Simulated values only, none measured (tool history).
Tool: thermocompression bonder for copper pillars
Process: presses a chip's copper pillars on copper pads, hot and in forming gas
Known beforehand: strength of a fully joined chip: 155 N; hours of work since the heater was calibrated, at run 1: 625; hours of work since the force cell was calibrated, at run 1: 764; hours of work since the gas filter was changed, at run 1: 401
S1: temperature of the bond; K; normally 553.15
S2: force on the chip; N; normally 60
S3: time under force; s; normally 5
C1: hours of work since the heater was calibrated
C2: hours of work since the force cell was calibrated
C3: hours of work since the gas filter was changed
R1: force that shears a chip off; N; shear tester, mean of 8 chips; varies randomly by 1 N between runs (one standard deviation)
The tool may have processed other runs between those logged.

Run 1, hour 0: usual settings; C1 625; C2 764; C3 401. Result: R1 80.6 N.
Run 2, hour 17.7: usual settings but S1 547.15 K; C1 634; C2 773; C3 411. Result: R1 75.8 N.
Run 3, hour 46.6: usual settings but S1 547.15 K; C1 649; C2 789; C3 426. Result: R1 76.4 N.
Run 4, hour 71.5: usual settings but S1 547.15 K; C1 662; C2 802; C3 439. Result: R1 75.8 N.
Run 5, hour 90.2: usual settings but S3 4 s; C1 672; C2 812; C3 449. Result: R1 75.6 N.
Run 6, hour 108: usual settings; C1 682; C2 821; C3 458. Result: R1 78 N.
Run 7, hour 123.1: usual settings but S2 49 N; C1 690; C2 829; C3 466. Result: R1 70.2 N.
Run 8, hour 151.3: usual settings but S3 3 s; C1 704; C2 844; C3 481. Result: R1 64.8 N.
Run 9, hour 175.8: usual settings but S2 48 N; C1 717; C2 857; C3 494. Result: R1 69.1 N.
At hour 180: forming gas filter changed.
Run 10, hour 203.5: usual settings but S1 572.15 K; C1 732; C2 871; C3 12. Result: R1 100.7 N.
Run 11, hour 225.9: usual settings but S1 572.15 K; C1 744; C2 883; C3 24. Result: R1 101.2 N.
Run 12, hour 241.5: usual settings but S3 8 s; C1 752; C2 891; C3 33. Result: R1 100.4 N.
Run 13, hour 270.9: usual settings but S3 8 s; C1 767; C2 907; C3 48. Result: R1 100.8 N.
Run 14, hour 302.8: usual settings but S3 8 s; C1 784; C2 924; C3 65. Result: R1 99.2 N.
Run 15, hour 328.7: usual settings but S3 8 s; C1 798; C2 937; C3 79. Result: R1 97.6 N.
Run 16, hour 346.6: usual settings but S3 3 s; C1 807; C2 947; C3 88. Result: R1 72.2 N.
Run 17, hour 364.7: usual settings but S3 3 s; C1 817; C2 956; C3 98. Result: R1 71.7 N.
Run 18, hour 382.6: usual settings but S3 3 s; C1 826; C2 966; C3 107. Result: R1 71.9 N.
Run 19, hour 408.7: usual settings but S3 3 s; C1 840; C2 980; C3 121. Result: R1 71.5 N.
Run 20, hour 439.7: usual settings but S3 3 s; C1 857; C2 996; C3 137. Result: R1 69.8 N.
Run 21, hour 463: usual settings but S1 563.15 K, S3 4 s; C1 869; C2 1008; C3 149. Result: R1 84.2 N.
Run 22, hour 484.3: usual settings but S1 563.15 K, S3 4 s; C1 880; C2 1019; C3 161. Result: R1 85.4 N.
Run 23, hour 512.6: usual settings but S1 526.15 K, S2 53 N, S3 7 s; C1 895; C2 1034; C3 176. Result: R1 66.3 N.
Run 24, hour 529.3: usual settings but S1 552.15 K, S3 12 s; C1 904; C2 1043; C3 185. Result: R1 106.3 N.
Run 25, hour 558.5: usual settings but S1 552.15 K, S3 12 s; C1 919; C2 1059; C3 200. Result: R1 105.5 N.
At hour 563: force cell calibrated.
Run 26, hour 578: usual settings but S1 524.15 K, S2 80 N, S3 12 s; C1 929; C2 8; C3 209. Result: R1 94.1 N.
Run 27, hour 602.3: usual settings but S1 543.15 K, S2 80 N, S3 7 s; C1 942; C2 21; C3 222. Result: R1 95.9 N.
Run 28, hour 631.6: usual settings but S1 566.15 K, S2 43 N, S3 12 s; C1 957; C2 36; C3 238. Result: R1 97.3 N.
At hour 645.4: force cell calibrated, once more.
Run 29, hour 658.8: usual settings but S1 542.15 K, S2 40 N, S3 14 s; C1 971; C2 7; C3 251. Result: R1 85.5 N.
Run 30, hour 685.9: usual settings but S1 531.15 K, S2 68 N, S3 12 s; C1 985; C2 21; C3 266. Result: R1 96 N.
Run 31, hour 699.3: usual settings but S1 557.15 K; C1 992; C2 28; C3 273. Result: R1 85.3 N.
Run 32, hour 730.9: usual settings but S1 557.15 K, S2 41 N, S3 12 s; C1 1009; C2 45; C3 289. Result: R1 90.9 N.
Run 33, hour 748.6: usual settings but S2 40 N, S3 11 s; C1 1018; C2 54; C3 299. Result: R1 86 N.
Run 34, hour 768.8: usual settings but S2 40 N, S3 6 s; C1 1029; C2 65; C3 309. Result: R1 67.7 N.
Run 35, hour 797.8: usual settings but S2 40 N, S3 6 s; C1 1044; C2 80; C3 325. Result: R1 69.3 N.
Run 36, hour 821.4: usual settings but S1 554.15 K, S2 64 N; C1 1057; C2 93; C3 337. Result: R1 85.8 N.
Run 37, hour 854.2: usual settings but S1 528.15 K, S2 46 N; C1 1074; C2 110; C3 355. Result: R1 53 N.
Run 38, hour 878.4: usual settings but S1 528.15 K, S2 46 N; C1 1087; C2 123; C3 367. Result: R1 52.7 N.
Run 39, hour 898.1: usual settings but S1 538.15 K, S2 85 N; C1 1097; C2 133; C3 378. Result: R1 87 N.

Subtracting, for every run, the result it would have given without the tool's unlogged condition from the measured result gives the following. The same run-to-run variation enters both numbers; the gauge's scatter may not:
Unlogged tool condition in this case: true temperature of the bond over the reading, C; force that reaches the chip, % of what is set; oxide that the forming gas leaves, % of the face; drift of the gauge itself on shear_n, %.
run     R1
  1  -11.3
  2  -11.2
  3  -11.6
  4  -11.7
  5  -11.9
  6  -12.5
  7  -11.8
  8  -11.4
  9  -12.3
 10   -4.7
 11     -5
 12   -5.4
 13   -5.8
 14   -6.2
 15   -6.6
 16     -6
 17   -6.1
 18   -6.4
 19   -6.6
 20   -6.9
 21   -7.9
 22   -8.3
 23   -7.7
 24   -9.7
 25    -10
 26  -11.3
 27  -11.6
 28  -11.8
 29   -7.9
 30     -9
 31   -8.3
 32   -9.2
 33   -9.1
 34   -7.8
 35   -8.3
 36  -10.1
 37   -7.4
 38   -7.5
 39  -11.4
